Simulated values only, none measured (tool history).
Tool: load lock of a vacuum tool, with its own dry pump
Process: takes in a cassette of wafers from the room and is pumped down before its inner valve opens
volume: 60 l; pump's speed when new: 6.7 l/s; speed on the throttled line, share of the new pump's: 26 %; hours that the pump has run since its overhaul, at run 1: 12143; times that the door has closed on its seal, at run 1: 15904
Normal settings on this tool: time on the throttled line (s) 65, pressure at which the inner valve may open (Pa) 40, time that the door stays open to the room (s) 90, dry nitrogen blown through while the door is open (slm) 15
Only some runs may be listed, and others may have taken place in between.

| run | day | time on the throttled line (s) | pressure at which the inner valve may open (Pa) | time that the door stays open to the room (s) | dry nitrogen blown through while the door is open (slm) | hours that the pump has run since its overhaul | times that the door has closed on its seal | incoming humidity of the room's air, % | time from the closed door until the inner valve may open (s) | rise of the pressure with all valves shut (Pa/min) |
|---|---|---|---|---|---|---|---|---|---|---|
| 1 | 0.000 | 65 | 40 | 90 | 15 | 12143 | 15904 | 40.4 | 120.1 | 0.026 |
| 2 | 9.733 | 65 | 40 | 90 | 15 | 12377 | 16181 | 45.1 | 118.2 | 0.026 |
| 3 | 24.329 | 65 | 40 | 90 | 15 | 12727 | 16597 | 46.7 | 118.2 | 0.029 |
| 4 | 37.200 | 65 | 40 | 90 | 15 | 13036 | 16963 | 42.0 | 118.3 | 0.026 |
| 5 | 44.850 | 65 | 40 | 90 | 15 | 13219 | 17181 | 44.5 | 118.8 | 0.027 |
| 6 | 54.450 | 61 | 40 | 90 | 15 | 13450 | 17454 | 45.0 | 116.5 | 0.028 |
| 7 | 64.142 | 61 | 40 | 90 | 15 | 13682 | 17730 | 44.2 | 115.7 | 0.024 |
| 8 | 77.942 | 61 | 40 | 90 | 15 | 14014 | 18123 | 47.8 | 113.5 | 0.029 |
| 9 | 88.808 | 65 | 40 | 90 | 15 | 14274 | 18433 | 44.9 | 118.1 | 0.028 |
| 10 | 95.467 | 65 | 40 | 90 | 15 | 14434 | 18622 | 47.5 | 120.3 | 0.029 |
| 11 | 106.850 | 65 | 40 | 90 | 15 | 14707 | 18946 | 47.9 | 119.6 | 0.031 |
| 12 | 112.867 | 65 | 40 | 90 | 15 | 14852 | 19117 | 46.8 | 119.7 | 0.031 |
| 13 | 120.512 | 77 | 40 | 90 | 15 | 15035 | 19335 | 39.2 | 127.6 | 0.023 |
| 14 | 126.721 | 65 | 40 | 60 | 15 | 15184 | 19512 | 48.6 | 119.7 | 0.023 |
| 15 | 141.550 | 65 | 40 | 60 | 15 | 15540 | 19934 | 44.1 | 119.0 | 0.025 |
| 16 | 147.862 | 65 | 40 | 90 | 19 | 15692 | 20114 | 44.7 | 117.8 | 0.024 |
| 17 | 159.200 | 35 | 40 | 74 | 25 | 15964 | 20437 | 48.3 | 96.2 | 0.021 |
| 18 | 165.346 | 35 | 40 | 74 | 25 | 16111 | 20612 | 44.6 | 96.2 | 0.017 |
| 19 | 176.138 | 108 | 40 | 74 | 10 | 16370 | 20919 | 45.7 | 153.3 | 0.029 |
| 20 | 188.275 | 108 | 44 | 74 | 4 | 16662 | 21264 | 48.8 | 149.7 | 0.045 |
| 21 | 194.308 | 108 | 44 | 74 | 4 | 16806 | 21436 | 45.4 | 148.9 | 0.052 |
| 22 | 204.150 | 104 | 54 | 90 | 15 | 17043 | 21716 | 41.9 | 145.8 | 0.024 |
| 23 | 218.733 | 65 | 36 | 66 | 15 | 17392 | 22131 | 43.7 | 119.9 | 0.020 |
| 24 | 228.962 | 41 | 45 | 215 | 11 | 17638 | 22423 | 44.6 | 99.7 | 0.054 |
| 25 | 241.450 | 41 | 45 | 215 | 11 | 17938 | 22778 | 42.1 | 99.7 | 0.053 |
| 26 | 252.921 | 41 | 33 | 29 | 11 | 18213 | 23105 | 45.6 | 103.8 | 0.013 |
| 27 | 259.238 | 41 | 33 | 29 | 11 | 18365 | 23285 | 45.5 | 103.7 | 0.019 |
| 28 | 270.888 | 65 | 49 | 56 | 15 | 18644 | 23616 | 45.6 | 117.4 | 0.023 |
| 29 | 283.646 | 83 | 40 | 75 | 20 | 18950 | 23979 | 44.4 | 131.9 | 0.016 |
| 30 | 293.375 | 73 | 39 | 75 | 5 | 19184 | 24257 | 44.2 | 124.7 | 0.040 |
| 31 | 303.367 | 54 | 43 | 32 | 11 | 19424 | 24541 | 45.4 | 111.3 | 0.025 |
|  | 304.971 | dry pump taken out, an overhauled one fitted |
| 32 | 316.650 | 54 | 43 | 32 | 11 | 280 | 24912 | 45.1 | 110.5 | 0.024 |

Here are 5 independent what-if runs from the current tool condition. What would each one return?
| A | 328.138 | 39 | 43 | 163 | 27 | 556 | 25239 | 46.2 | ? | ? |
| B | 328.138 | 54 | 67 | 32 | 33 | 556 | 25239 | 46.8 | ? | ? |
| C | 328.138 | 113 | 40 | 90 | 31 | 556 | 25239 | 44.0 | ? | ? |
| D | 328.138 | 117 | 40 | 90 | 8 | 556 | 25239 | 48.8 | ? | ? |
| E | 328.138 | 115 | 40 | 29 | 19 | 556 | 25239 | 44.5 | ? | ? |

| run | time from the closed door until the inner valve may open (s) | rise of the pressure with all valves shut (Pa/min) |
|---|---|---|
| A | 99.4 | 0.027 |
| B | 106.5 | 0.007 |
| C | 155.1 | 0.015 |
| D | 159.6 | 0.041 |
| E | 155.1 | 0.016 |
Stripped of hidden state, with their random variation kept, the same runs would have yielded:
| run | time from the closed door until the inner valve may open (s) | rise of the pressure with all valves shut (Pa/min) |
|---|---|---|
| A | 99.4 | 0.026 |
| B | 106.5 | 0.006 |
| C | 155.1 | 0.014 |
| D | 159.6 | 0.040 |
| E | 155.1 | 0.016 |

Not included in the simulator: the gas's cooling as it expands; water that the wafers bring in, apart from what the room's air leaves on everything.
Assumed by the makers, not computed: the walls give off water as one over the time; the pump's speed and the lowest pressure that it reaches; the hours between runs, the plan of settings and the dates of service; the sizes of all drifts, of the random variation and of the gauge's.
